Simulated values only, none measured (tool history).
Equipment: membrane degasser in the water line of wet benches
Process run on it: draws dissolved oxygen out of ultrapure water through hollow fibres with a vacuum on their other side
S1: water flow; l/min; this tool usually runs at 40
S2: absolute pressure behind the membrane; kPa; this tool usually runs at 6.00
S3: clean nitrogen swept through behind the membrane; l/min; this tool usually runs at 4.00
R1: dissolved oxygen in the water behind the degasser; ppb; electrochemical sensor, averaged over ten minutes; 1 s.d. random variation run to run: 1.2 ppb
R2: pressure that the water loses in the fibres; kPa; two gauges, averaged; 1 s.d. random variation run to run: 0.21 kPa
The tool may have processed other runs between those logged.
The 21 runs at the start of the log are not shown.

{"run": 22, "day": 36.512, "S1": 32, "S2": 6.0, "S3": 7.95, "R1": 53.4, "R2": 39.15}
{"run": 23, "day": 39.171, "S1": 33, "S2": 5.61, "S3": 4.0, "R1": 77.1, "R2": 40.42}
{"run": 24, "day": 41.375, "S1": 58, "S2": 6.0, "S3": 4.0, "R1": 261.2, "R2": 71.03}
{"run": 25, "day": 44.133, "S1": 60, "S2": 6.83, "S3": 3.49, "R1": 322.0, "R2": 73.42}
{"run": 26, "day": 45.521, "S1": 40, "S2": 11.04, "S3": 4.0, "R1": 239.2, "R2": 49.46}
{"run": 27, "day": 47.029, "S1": 40, "S2": 11.04, "S3": 4.0, "R1": 239.0, "R2": 49.15}
{"run": 28, "day": 49.258, "S1": 40, "S2": 12.88, "S3": 4.0, "R1": 281.8, "R2": 48.82}
{"run": 29, "day": 50.683, "S1": 34, "S2": 6.0, "S3": 4.0, "R1": 89.6, "R2": 41.44}
{"run": 30, "day": 53.288, "S1": 27, "S2": 6.0, "S3": 8.09, "R1": 36.4, "R2": 33.24}
{"run": 31, "day": 56.088, "S1": 39, "S2": 6.0, "S3": 3.27, "R1": 131.2, "R2": 47.6}
{"run": 32, "day": 58.221, "S1": 27, "S2": 3.65, "S3": 4.0, "R1": 21.1, "R2": 33.11}

3 ways to go on from here, each from the tool as it stands after run 32. What would each give?
{"run": "A", "day": 60.833, "S1": 43, "S2": 7.66, "S3": 6.43, "R1": "?", "R2": "?"}
{"run": "B", "day": 60.833, "S1": 40, "S2": 6.0, "S3": 9.51, "R1": "?", "R2": "?"}
{"run": "C", "day": 60.833, "S1": 57, "S2": 6.0, "S3": 3.33, "R1": "?", "R2": "?"}

run=A R1=140.9 R2=52.75
run=B R1=85.2 R2=49.40
run=C R1=270.3 R2=69.65
Without the tool's unlogged condition, the same runs would have read:
run=A R1=136.8 R2=52.36
run=B R1=82.1 R2=49.04
run=C R1=261.9 R2=69.14
